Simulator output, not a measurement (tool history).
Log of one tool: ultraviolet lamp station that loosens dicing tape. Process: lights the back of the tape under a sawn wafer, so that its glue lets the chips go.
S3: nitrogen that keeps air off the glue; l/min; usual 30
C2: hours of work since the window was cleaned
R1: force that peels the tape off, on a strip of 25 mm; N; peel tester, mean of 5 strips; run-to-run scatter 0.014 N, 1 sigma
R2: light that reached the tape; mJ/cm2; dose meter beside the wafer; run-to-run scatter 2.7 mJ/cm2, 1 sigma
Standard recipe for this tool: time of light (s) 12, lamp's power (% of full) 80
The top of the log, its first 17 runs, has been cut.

{"run": 18, "day": 17.804, "time of light (s)": 12, "lamp's power (% of full)": 70, "S3": 30, "hours of work of the lamp": 908, "C2": 230, "R1": 1.971, "R2": 178}
{"run": 19, "day": 19.079, "time of light (s)": 12, "lamp's power (% of full)": 70, "S3": 30, "hours of work of the lamp": 924, "C2": 247, "R1": 1.96, "R2": 175}
{"run": 20, "day": 20.588, "time of light (s)": 20, "lamp's power (% of full)": 80, "S3": 30, "hours of work of the lamp": 944, "C2": 266, "R1": 0.745, "R2": 318}
{"run": 21, "day": 21.467, "time of light (s)": 12, "lamp's power (% of full)": 80, "S3": 13, "hours of work of the lamp": 955, "C2": 277, "R1": 2.574, "R2": 194}
{"run": 22, "day": 22.642, "time of light (s)": 10, "lamp's power (% of full)": 65, "S3": 13, "hours of work of the lamp": 970, "C2": 293, "R1": 3.415, "R2": 126}
{"run": 23, "day": 23.933, "time of light (s)": 24, "lamp's power (% of full)": 80, "S3": 15, "hours of work of the lamp": 987, "C2": 309, "R1": 1.042, "R2": 369}
{"day": 25.292, "done": "window cleaned of glue's vapour"}
{"run": 24, "day": 25.312, "time of light (s)": 24, "lamp's power (% of full)": 80, "S3": 15, "hours of work of the lamp": 1004, "C2": 0, "R1": 0.815, "R2": 420}
{"day": 26.262, "done": "lamp changed"}
{"run": 25, "day": 26.904, "time of light (s)": 13, "lamp's power (% of full)": 95, "S3": 16, "hours of work of the lamp": 8, "C2": 20, "R1": 0.685, "R2": 450}
{"run": 26, "day": 28.288, "time of light (s)": 12, "lamp's power (% of full)": 65, "S3": 47, "hours of work of the lamp": 26, "C2": 38, "R1": 0.752, "R2": 278}
{"run": 27, "day": 29.483, "time of light (s)": 10, "lamp's power (% of full)": 96, "S3": 42, "hours of work of the lamp": 42, "C2": 54, "R1": 0.55, "R2": 341}

Run 28 comes next. What will it give?
{"run": 28, "day": 30.179, "time of light (s)": 10, "lamp's power (% of full)": 96, "S3": 42, "hours of work of the lamp": 51, "C2": 63, "R1": "?", "R2": "?"}

Run 28 came out at R1 0.542 N, R2 337 mJ/cm2.
Were there no unlogged condition in the tool, this run, its random variation unchanged, would have produced R1 0.487 N, R2 356 mJ/cm2.

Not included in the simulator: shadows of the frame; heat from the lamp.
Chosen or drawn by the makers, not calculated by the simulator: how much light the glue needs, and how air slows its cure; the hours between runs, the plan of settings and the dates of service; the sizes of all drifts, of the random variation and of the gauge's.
